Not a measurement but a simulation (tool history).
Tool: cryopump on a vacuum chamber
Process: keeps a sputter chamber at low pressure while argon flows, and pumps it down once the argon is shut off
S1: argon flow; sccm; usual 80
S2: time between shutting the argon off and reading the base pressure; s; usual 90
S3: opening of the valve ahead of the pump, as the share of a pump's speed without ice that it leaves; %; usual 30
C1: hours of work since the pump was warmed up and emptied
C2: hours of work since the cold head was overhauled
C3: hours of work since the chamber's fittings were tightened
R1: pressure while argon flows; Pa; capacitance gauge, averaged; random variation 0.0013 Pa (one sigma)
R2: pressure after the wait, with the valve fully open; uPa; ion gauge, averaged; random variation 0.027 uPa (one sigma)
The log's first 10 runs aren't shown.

| run | day | S1 | S2 | S3 | C1 | C2 | C3 | R1 | R2 |
|---|---|---|---|---|---|---|---|---|---|
| 11 | 4.596 | 80 | 90 | 23 | 87 | 87 | 277 | 0.3943 | 1.38 |
| 12 | 5.071 | 80 | 90 | 23 | 92 | 92 | 282 | 0.3899 | 1.37 |
| 13 | 5.596 | 80 | 90 | 23 | 97 | 97 | 287 | 0.3907 | 1.32 |
| 14 | 6.021 | 80 | 90 | 23 | 102 | 102 | 292 | 0.3937 | 1.35 |
| 15 | 6.562 | 80 | 90 | 23 | 107 | 107 | 297 | 0.3928 | 1.39 |
| 16 | 6.838 | 80 | 90 | 23 | 110 | 110 | 300 | 0.3905 | 1.37 |
| 17 | 7.321 | 80 | 24 | 30 | 115 | 115 | 305 | 0.3020 | 4.24 |
| 18 | 7.838 | 94 | 121 | 30 | 121 | 121 | 310 | 0.3530 | 1.07 |
| 19 | 8.417 | 43 | 128 | 19 | 127 | 127 | 316 | 0.2555 | 1.09 |
| 20 | 8.900 | 124 | 50 | 30 | 132 | 132 | 321 | 0.4702 | 2.21 |
| 21 | 9.267 | 80 | 213 | 30 | 135 | 135 | 325 | 0.3015 | 0.80 |
| 22 | 9.654 | 80 | 174 | 28 | 139 | 139 | 329 | 0.3240 | 0.88 |
| 23 | 9.917 | 80 | 23 | 30 | 142 | 142 | 332 | 0.3022 | 4.29 |
| 24 | 10.571 | 70 | 99 | 30 | 149 | 149 | 339 | 0.2631 | 1.27 |
| 25 | 11.000 | 49 | 65 | 51 | 154 | 154 | 343 | 0.1100 | 1.78 |
| 26 | 11.275 | 49 | 65 | 51 | 156 | 156 | 346 | 0.1105 | 1.81 |
| 27 | 11.646 | 80 | 168 | 30 | 160 | 160 | 350 | 0.3018 | 0.94 |
| 28 | 12.204 | 80 | 168 | 30 | 166 | 166 | 356 | 0.3028 | 0.96 |

Forecast run 29:
| 29 | 12.721 | 80 | 168 | 30 | 171 | 171 | 361 | ? | ? |

R1: 0.3014 Pa
R2: 0.97 uPa
Without the tool's hidden state the same run would have given R1 0.2968 Pa, R2 0.75 uPa.
